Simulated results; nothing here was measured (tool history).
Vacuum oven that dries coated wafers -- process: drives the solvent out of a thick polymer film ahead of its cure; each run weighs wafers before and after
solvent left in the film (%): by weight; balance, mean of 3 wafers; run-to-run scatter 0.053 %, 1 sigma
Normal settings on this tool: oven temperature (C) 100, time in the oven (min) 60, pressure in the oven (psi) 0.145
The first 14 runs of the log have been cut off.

run,hour,oven temperature (C),time in the oven (min),pressure in the oven (psi),hours of work since the thermocouples were calibrated,hours of work since the vacuum gauge was cleaned of residue,solvent left in the film (%)
15,298.9,100,60,0.145,199,301,1.86
16,325.3,100,60,0.145,215,317,1.93
17,347.3,100,60,0.145,227,329,1.89
18,373.2,106,60,0.145,243,345,1.03
19,397.4,106,60,0.145,257,359,1.14
20,419.0,106,60,0.145,269,371,1.07
21,435.6,106,60,0.145,279,381,1.02
22,462.4,106,60,0.145,295,397,1.06
23,478.7,106,60,0.145,304,406,1.05
24,494.1,106,60,0.145,313,415,1.07
25,506.0,97,51,0.181,320,422,3.16
26,523.8,104,36,0.315,331,433,3.26
27,536.8,104,36,0.315,338,440,3.28
28,559.9,85,60,0.286,352,454,5.83
29,577.1,107,104,0.551,362,464,1.64
30,603.4,107,104,0.551,377,479,1.72
31,625.1,104,36,0.135,390,492,2.80
32,640.9,86,41,0.135,399,501,6.48
33,662.1,90,63,0.078,412,514,3.74
34,676.7,95,65,0.341,420,522,3.42
35,697.3,95,65,0.341,432,534,3.40
36,723.4,100,100,0.145,448,550,0.94
37,735.4,109,92,0.100,455,557,0.31
38,759.6,109,92,0.100,469,571,0.40

The next listed run, before its measurement:
39,779.4,109,92,0.100,480,582,?

{"run 39": {"solvent left in the film (%)": 0.37}}
If the tool had no hidden condition, the same run with the same run-to-run variation would have returned solvent left in the film (%) 0.31.

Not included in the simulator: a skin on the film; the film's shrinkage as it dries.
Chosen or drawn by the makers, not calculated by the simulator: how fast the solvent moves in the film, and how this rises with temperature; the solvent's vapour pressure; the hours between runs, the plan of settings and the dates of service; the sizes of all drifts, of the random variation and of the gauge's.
